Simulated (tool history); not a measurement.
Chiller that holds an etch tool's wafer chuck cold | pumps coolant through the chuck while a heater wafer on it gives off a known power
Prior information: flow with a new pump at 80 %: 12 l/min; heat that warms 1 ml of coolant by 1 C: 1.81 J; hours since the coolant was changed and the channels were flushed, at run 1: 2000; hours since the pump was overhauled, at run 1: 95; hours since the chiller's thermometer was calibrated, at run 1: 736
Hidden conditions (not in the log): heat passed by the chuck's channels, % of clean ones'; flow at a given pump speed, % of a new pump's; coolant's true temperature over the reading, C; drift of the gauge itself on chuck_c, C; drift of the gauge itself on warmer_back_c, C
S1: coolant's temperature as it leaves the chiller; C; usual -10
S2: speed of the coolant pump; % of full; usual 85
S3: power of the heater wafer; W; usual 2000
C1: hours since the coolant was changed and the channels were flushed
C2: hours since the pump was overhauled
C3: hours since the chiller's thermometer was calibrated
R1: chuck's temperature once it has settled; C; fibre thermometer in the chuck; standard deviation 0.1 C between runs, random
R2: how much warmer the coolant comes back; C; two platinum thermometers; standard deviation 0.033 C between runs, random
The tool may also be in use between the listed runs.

{"run": 1, "hour": 0.0, "S1": -10, "S2": 85, "S3": 2000, "C1": 2000, "C2": 95, "C3": 736, "R1": 10.3, "R2": 5.1}
{"run": 2, "hour": 121.4, "S1": -10, "S2": 85, "S3": 1408, "C1": 2121, "C2": 216, "C3": 857, "R1": 4.3, "R2": 3.6}
{"run": 3, "hour": 342.6, "S1": -10, "S2": 85, "S3": 1408, "C1": 2342, "C2": 437, "C3": 1078, "R1": 4.4, "R2": 3.6}
{"run": 4, "hour": 455.5, "S1": -10, "S2": 85, "S3": 1408, "C1": 2455, "C2": 550, "C3": 1191, "R1": 4.3, "R2": 3.63}
{"run": 5, "hour": 583.3, "S1": -13, "S2": 85, "S3": 2000, "C1": 2583, "C2": 678, "C3": 1319, "R1": 7.5, "R2": 5.15}
{"run": 6, "hour": 785.2, "S1": -13, "S2": 85, "S3": 2000, "C1": 2785, "C2": 880, "C3": 1521, "R1": 7.6, "R2": 5.16}
{"run": 7, "hour": 925.9, "S1": -10, "S2": 67, "S3": 2000, "C1": 2926, "C2": 1021, "C3": 1662, "R1": 15.1, "R2": 6.73}
{"run": 8, "hour": 1044.1, "S1": -10, "S2": 67, "S3": 2000, "C1": 3044, "C2": 1139, "C3": 1780, "R1": 15.0, "R2": 6.7}
{"run": 9, "hour": 1184.5, "S1": -7, "S2": 67, "S3": 1722, "C1": 3184, "C2": 1279, "C3": 1920, "R1": 14.5, "R2": 5.75}
{"run": 10, "hour": 1313.5, "S1": -17, "S2": 90, "S3": 1034, "C1": 3313, "C2": 1408, "C3": 2049, "R1": -6.8, "R2": 2.43}
{"run": 11, "hour": 1497.8, "S1": -17, "S2": 90, "S3": 1034, "C1": 3498, "C2": 1592, "C3": 2234, "R1": -6.9, "R2": 2.5}
{"run": 12, "hour": 1696.2, "S1": -10, "S2": 85, "S3": 1395, "C1": 3696, "C2": 1791, "C3": 2432, "R1": 4.3, "R2": 3.6}

Here are 5 independent what-if runs from the current tool condition. What would each one return?
{"run": "A", "hour": 1869.9, "S1": -7, "S2": 85, "S3": 2767, "C1": 3870, "C2": 1964, "C3": 2606, "R1": "?", "R2": "?"}
{"run": "B", "hour": 1869.9, "S1": -13, "S2": 61, "S3": 1442, "C1": 3870, "C2": 1964, "C3": 2606, "R1": "?", "R2": "?"}
{"run": "C", "hour": 1869.9, "S1": -9, "S2": 78, "S3": 2000, "C1": 3870, "C2": 1964, "C3": 2606, "R1": "?", "R2": "?"}
{"run": "D", "hour": 1869.9, "S1": -8, "S2": 89, "S3": 2388, "C1": 3870, "C2": 1964, "C3": 2606, "R1": "?", "R2": "?"}
{"run": "E", "hour": 1869.9, "S1": -10, "S2": 85, "S3": 2905, "C1": 3870, "C2": 1964, "C3": 2606, "R1": "?", "R2": "?"}

run=A R1=21.2 R2=7.11
run=B R1=6.6 R2=5.43
run=C R1=13.1 R2=5.71
run=D R1=15.7 R2=5.86
run=E R1=19.8 R2=7.52
Without the tool's hidden state the same runs would have given:
run=A R1=21.2 R2=7.11
run=B R1=6.6 R2=5.43
run=C R1=13.0 R2=5.71
run=D R1=15.7 R2=5.86
run=E R1=19.7 R2=7.52
